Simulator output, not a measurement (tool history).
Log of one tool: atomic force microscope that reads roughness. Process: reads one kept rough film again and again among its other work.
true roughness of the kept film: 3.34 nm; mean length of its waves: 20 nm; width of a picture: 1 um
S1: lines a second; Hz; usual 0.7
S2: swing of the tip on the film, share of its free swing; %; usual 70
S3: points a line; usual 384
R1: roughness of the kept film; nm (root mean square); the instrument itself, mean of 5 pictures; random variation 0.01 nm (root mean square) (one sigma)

run	hour	S1	S2	S3	R1
1	0	0.7	70	384	2.367
2	8.4	2.286	70	384	2.18
3	18.3	2.286	70	384	2.158
4	24	2.286	70	384	2.134
5	32.2	2.286	70	384	2.122
6	39.2	2.286	70	267	2.074
7	45.9	2.286	70	267	2.031
8	53.4	0.7	64	384	2.247
9	62.5	0.7	64	384	2.214
10	72.3	0.7	64	384	2.17
11	76.8	0.7	64	384	2.163
12	86.4	0.7	64	384	2.114
13	96.8	0.7	64	384	2.116
14	104.8	0.7	64	384	2.092
15	114.7	0.7	64	384	2.052
16	119.5	0.7	64	384	2.059
17	123.8	0.7	70	384	2.029
18	128.2	0.7	70	384	2.008
19	133.2	0.7	70	470	2.01
20	138.4	0.7	70	384	1.977
21	144.2	0.7	70	384	1.981
22	154.5	0.7	70	384	1.956
23	162.1	0.7	70	384	1.937
24	166.5	0.7	70	384	1.915
25	175.8	2.296	70	384	1.767
26	183.7	2.296	70	384	1.763
# hour 185.6: height scale calibrated on a step standard
27	190.2	2.567	80	631	1.615
# hour 197.2: new tip fitted
28	198	2.567	84	631	1.983
29	202.9	2.567	84	631	1.957
30	209.2	0.635	70	384	2.364
31	217.6	0.635	70	384	2.315
# hour 226.5: height scale calibrated on a step standard, once more
32	227.4	0.635	70	384	2.318
33	234.4	0.751	78	384	2.207
34	243.4	1.251	57	473	2.285
35	252	1.251	57	473	2.254
36	258	3.652	70	384	1.918
37	266.9	1.067	56	930	2.241
38	274.4	1.212	56	930	2.209
39	278.6	0.518	70	384	2.172
40	286	2.165	61	384	2.073
41	290.4	0.7	82	608	2.075
42	298.9	2.648	83	494	1.748
43	304	2.648	83	494	1.727
44	309.2	1.642	83	494	1.85
45	318.1	1.988	66	583	1.976
46	324.5	1.988	66	583	1.963
47	330	0.7	84	519	1.963
48	337.8	2.507	77	366	1.754
49	348.1	1.789	70	384	1.877
50	356.3	1.479	59	265	1.928
51	365.4	3.686	73	506	1.664
52	372.2	0.7	75	681	1.924

Some steps in R1 between neighbouring runs. How much of each would the tool show without its hidden state too (settings, what came in, random variation), and how much is left for the hidden state, with any gauge scatter that isn't in both results?
The hidden state here: radius of the tip, nm; height scale over the true one, %; drift of the gauge itself on roughness_nm, %.
Run 27 -> 28: S2 80 -> 84, new tip fitted. R1 +0.368 nm (root mean square): hidden state +0.432, all else -0.064.
Run 29 -> 30: S1 2.567 -> 0.635, S2 84 -> 70, S3 631 -> 384. R1 +0.407 nm (root mean square): hidden state -0.028, all else +0.435.
Run 35 -> 36: S1 1.251 -> 3.652, S2 57 -> 70, S3 473 -> 384. R1 -0.336 nm (root mean square): hidden state +0.01, all else -0.346.
Run 36 -> 37: S1 3.652 -> 1.067, S2 70 -> 56, S3 384 -> 930. R1 +0.323 nm (root mean square): hidden state -0.054, all else +0.377.
Run 51 -> 52: S1 3.686 -> 0.7, S2 73 -> 75, S3 506 -> 681. R1 +0.26 nm (root mean square): hidden state -0.077, all else +0.337.

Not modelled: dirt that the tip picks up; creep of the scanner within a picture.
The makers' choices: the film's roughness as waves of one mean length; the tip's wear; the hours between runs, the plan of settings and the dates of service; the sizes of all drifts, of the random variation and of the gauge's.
